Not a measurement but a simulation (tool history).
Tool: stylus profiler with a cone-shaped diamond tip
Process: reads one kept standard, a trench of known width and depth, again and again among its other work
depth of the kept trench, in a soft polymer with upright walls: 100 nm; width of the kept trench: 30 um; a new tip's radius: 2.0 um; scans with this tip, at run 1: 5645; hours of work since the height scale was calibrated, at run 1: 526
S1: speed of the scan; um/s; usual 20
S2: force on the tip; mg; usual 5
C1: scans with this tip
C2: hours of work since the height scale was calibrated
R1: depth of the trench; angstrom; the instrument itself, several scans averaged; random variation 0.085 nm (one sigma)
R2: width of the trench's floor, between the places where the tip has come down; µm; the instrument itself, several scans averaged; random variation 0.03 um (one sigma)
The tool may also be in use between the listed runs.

run   hour  S1    S2     C1   C2      R1     R2
  1      0  20     5   5645  526  1023.7  28.58
  2     30  20     5   5889  549  1023.1   28.6
  3   45.6   8     5   6016  560  1022.3  28.63
  4   66.2   8     5   6183  576  1021.5  28.62
  5   83.9  20     5   6328  589  1022.4  28.52
  6  115.1  20     5   6582  613  1026.2  28.61
  7  130.9  20     5   6710  625    1023  28.56
  8  152.3  44     5   6885  641  1023.3  28.55
  9  183.9  20   4.1   7142  665  1020.5  28.53
 10  210.3  20   4.1   7357  685  1019.1  28.53
 11  226.3  20   4.1   7487  697  1019.6   28.5
 12  249.1  54     5   7673  715  1023.8  28.55
 13  282.1  45     5   7941  740  1023.6  28.48
 14  305.6  45     5   8133  758  1022.6  28.47
 15  331.6  20  2.06   8344  777  1016.1  28.51
 16  352.2   8     5   8513  793    1025  28.54
     354.3  -- height scale calibrated on a step standard
 17  370.1   8     5   8654   12  1026.5  28.56
 18  387.3   8     5   8794   25  1027.3  28.54
 19  410.4  11   2.7   8982   43  1021.9  28.46
 20    435  11   2.7   9183   61  1020.3  28.53
 21  451.3  20  3.12   9315   74  1022.5   28.5
 22  468.4  38  4.39   9454   87  1025.1  28.46
 23  486.5  22     3   9602  100  1021.8  28.52
     495.1  -- height scale calibrated on a step standard, once more
 24  505.9  22     3   9756    8  1012.8  28.46
 25  533.5  20  5.31   9980   29  1019.6  28.45
 26  560.6  20  5.31  10201   50  1020.8  28.45
 27  590.9  22  3.54  10448   73  1016.5  28.47
 28  622.1  73  2.25  10702   96  1010.7  28.31
 29  642.5  16   4.4  10868  112  1018.1  28.43
 30  657.4  16   4.4  10990  123  1018.9  28.45

Forecast run 31:
 31  679.5  26   5  11170  140   ?   ?

{"run 31": {"R1": 1018.6, "R2": 28.41}}
Without the tool's hidden state the same run would have given R1 1018.4 angstrom, R2 28.67 µm.

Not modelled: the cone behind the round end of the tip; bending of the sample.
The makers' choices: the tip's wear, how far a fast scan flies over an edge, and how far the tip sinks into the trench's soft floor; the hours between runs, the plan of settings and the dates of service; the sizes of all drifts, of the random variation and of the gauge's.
